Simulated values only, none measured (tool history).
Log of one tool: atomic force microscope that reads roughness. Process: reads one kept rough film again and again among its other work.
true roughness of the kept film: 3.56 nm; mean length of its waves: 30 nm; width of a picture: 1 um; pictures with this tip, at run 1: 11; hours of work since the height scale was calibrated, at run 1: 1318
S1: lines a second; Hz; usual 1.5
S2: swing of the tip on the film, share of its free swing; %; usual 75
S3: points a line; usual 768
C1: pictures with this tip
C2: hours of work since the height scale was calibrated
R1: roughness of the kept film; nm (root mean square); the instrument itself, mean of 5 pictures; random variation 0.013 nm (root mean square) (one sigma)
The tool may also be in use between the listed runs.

run   hour    S1  S2   S3   C1    C2     R1
  1      0   1.5  75  768   11  1318  2.996
  2   31.5   1.5  75  579   48  1338  2.851
  3   58.6   1.5  75  579   81  1355  2.687
  4   91.5   1.5  75  579  120  1376  2.589
     101.5  -- new tip fitted
  5    118   1.5  75  579   20  1393  2.934
  6  168.3   1.5  75  574   80  1425   2.68
     211.8  -- new tip fitted
  7  217.3   1.5  75  574    6  1456  3.037
  8  265.1   1.5  75  574   63  1487  2.779
  9  316.1   1.5  75  768  124  1519  2.558
     324.4  -- new tip fitted
 10  368.2   1.5  75  360   52  1552  2.783
 11  404.7   1.5  75  360   95  1576  2.602
     434.6  -- new tip fitted
 12  455.4   1.5  75  360   25  1608  2.917
 13  508.4   1.5  75  360   88  1642  2.666
       545  -- new tip fitted
 14  552.4   1.5  75  360    9  1670  3.012
 15  596.7   1.5  75  360   62  1698  2.787
 16  627.3  3.15  76  869   98  1718  2.495
     653.7  -- new tip fitted
 17  671.8   1.5  56  619   21  1746  3.093
 18  715.4   2.8  73  778   73  1774  2.644
 19  759.2   2.8  73  348  125  1802  2.448
     764.5  -- new tip fitted
 20  807.5   1.5  82  842   51  1833  2.736
     832.9  -- height scale calibrated on a step standard
 21  865.6   1.5  75  902  119    21  2.487

Forecast each of these 3 alternatives for the next run:
     874.3  -- new tip fitted
  A  898.5   1.5  75  312  28  42   ?
     874.3  -- new tip fitted
  B  898.5   1.5  87  355  28  42   ?
     874.3  -- new tip fitted
  C  898.5  0.84  64  690  28  42   ?

run     R1
  A  2.878
  B  2.763
  C  3.026
Without the tool's hidden state the same runs would have given:
run     R1
  A  2.989
  B  2.869
  C  3.143

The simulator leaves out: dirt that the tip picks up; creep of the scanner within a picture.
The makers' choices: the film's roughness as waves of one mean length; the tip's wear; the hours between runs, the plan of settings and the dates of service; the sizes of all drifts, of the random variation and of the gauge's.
